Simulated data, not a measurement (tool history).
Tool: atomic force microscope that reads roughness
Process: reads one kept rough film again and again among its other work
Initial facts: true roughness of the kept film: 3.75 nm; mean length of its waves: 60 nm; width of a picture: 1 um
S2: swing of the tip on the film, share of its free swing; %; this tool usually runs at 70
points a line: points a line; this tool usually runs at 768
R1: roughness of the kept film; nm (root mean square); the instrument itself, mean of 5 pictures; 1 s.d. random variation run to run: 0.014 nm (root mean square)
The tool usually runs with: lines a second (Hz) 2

{"run": 1, "hour": 0.0, "lines a second (Hz)": 2, "S2": 70, "points a line": 768, "R1": 3.302}
{"run": 2, "hour": 5.7, "lines a second (Hz)": 2, "S2": 70, "points a line": 768, "R1": 3.279}
{"run": 3, "hour": 12.2, "lines a second (Hz)": 2, "S2": 70, "points a line": 768, "R1": 3.302}
{"run": 4, "hour": 20.2, "lines a second (Hz)": 2, "S2": 70, "points a line": 768, "R1": 3.303}
{"run": 5, "hour": 26.2, "lines a second (Hz)": 2, "S2": 70, "points a line": 768, "R1": 3.306}
{"run": 6, "hour": 34.4, "lines a second (Hz)": 2, "S2": 76, "points a line": 768, "R1": 3.194}
{"run": 7, "hour": 43.3, "lines a second (Hz)": 2, "S2": 76, "points a line": 768, "R1": 3.219}
{"run": 8, "hour": 51.2, "lines a second (Hz)": 2, "S2": 76, "points a line": 768, "R1": 3.209}
{"run": 9, "hour": 57.6, "lines a second (Hz)": 0.98, "S2": 76, "points a line": 768, "R1": 3.403}
{"hour": 58.6, "done": "new tip fitted"}
{"run": 10, "hour": 62.1, "lines a second (Hz)": 0.98, "S2": 76, "points a line": 768, "R1": 3.386}
{"run": 11, "hour": 65.8, "lines a second (Hz)": 0.98, "S2": 76, "points a line": 768, "R1": 3.438}
{"run": 12, "hour": 72.6, "lines a second (Hz)": 0.98, "S2": 69, "points a line": 768, "R1": 3.467}
{"run": 13, "hour": 76.4, "lines a second (Hz)": 0.98, "S2": 69, "points a line": 768, "R1": 3.475}
{"run": 14, "hour": 80.2, "lines a second (Hz)": 0.98, "S2": 69, "points a line": 768, "R1": 3.433}
{"run": 15, "hour": 85.8, "lines a second (Hz)": 0.98, "S2": 69, "points a line": 768, "R1": 3.461}
{"run": 16, "hour": 93.9, "lines a second (Hz)": 1.23, "S2": 61, "points a line": 712, "R1": 3.48}
{"run": 17, "hour": 102.9, "lines a second (Hz)": 1.23, "S2": 61, "points a line": 712, "R1": 3.478}
{"run": 18, "hour": 107.9, "lines a second (Hz)": 1.23, "S2": 61, "points a line": 712, "R1": 3.507}
{"run": 19, "hour": 115.5, "lines a second (Hz)": 1.23, "S2": 86, "points a line": 768, "R1": 3.196}
{"run": 20, "hour": 120.0, "lines a second (Hz)": 1.32, "S2": 86, "points a line": 395, "R1": 3.173}
{"run": 21, "hour": 127.5, "lines a second (Hz)": 1.32, "S2": 86, "points a line": 395, "R1": 3.183}
{"run": 22, "hour": 135.5, "lines a second (Hz)": 2.62, "S2": 89, "points a line": 457, "R1": 2.749}
{"hour": 140.9, "done": "new tip fitted"}
{"run": 23, "hour": 142.5, "lines a second (Hz)": 2.62, "S2": 89, "points a line": 457, "R1": 2.735}
{"run": 24, "hour": 148.0, "lines a second (Hz)": 2, "S2": 89, "points a line": 768, "R1": 2.908}
{"run": 25, "hour": 153.4, "lines a second (Hz)": 2, "S2": 70, "points a line": 315, "R1": 3.294}

Predict each of these 3 candidate next runs independently; none follows another, all start after run 25:
{"run": "A", "hour": 157.5, "lines a second (Hz)": 2, "S2": 70, "points a line": 395, "R1": "?"}
{"run": "B", "hour": 157.5, "lines a second (Hz)": 0.66, "S2": 63, "points a line": 702, "R1": "?"}
{"run": "C", "hour": 157.5, "lines a second (Hz)": 2, "S2": 86, "points a line": 599, "R1": "?"}

run=A R1=3.292
run=B R1=3.513
run=C R1=2.987
With no hidden state in the tool, these same runs would have given:
run=A R1=3.293
run=B R1=3.515
run=C R1=2.988

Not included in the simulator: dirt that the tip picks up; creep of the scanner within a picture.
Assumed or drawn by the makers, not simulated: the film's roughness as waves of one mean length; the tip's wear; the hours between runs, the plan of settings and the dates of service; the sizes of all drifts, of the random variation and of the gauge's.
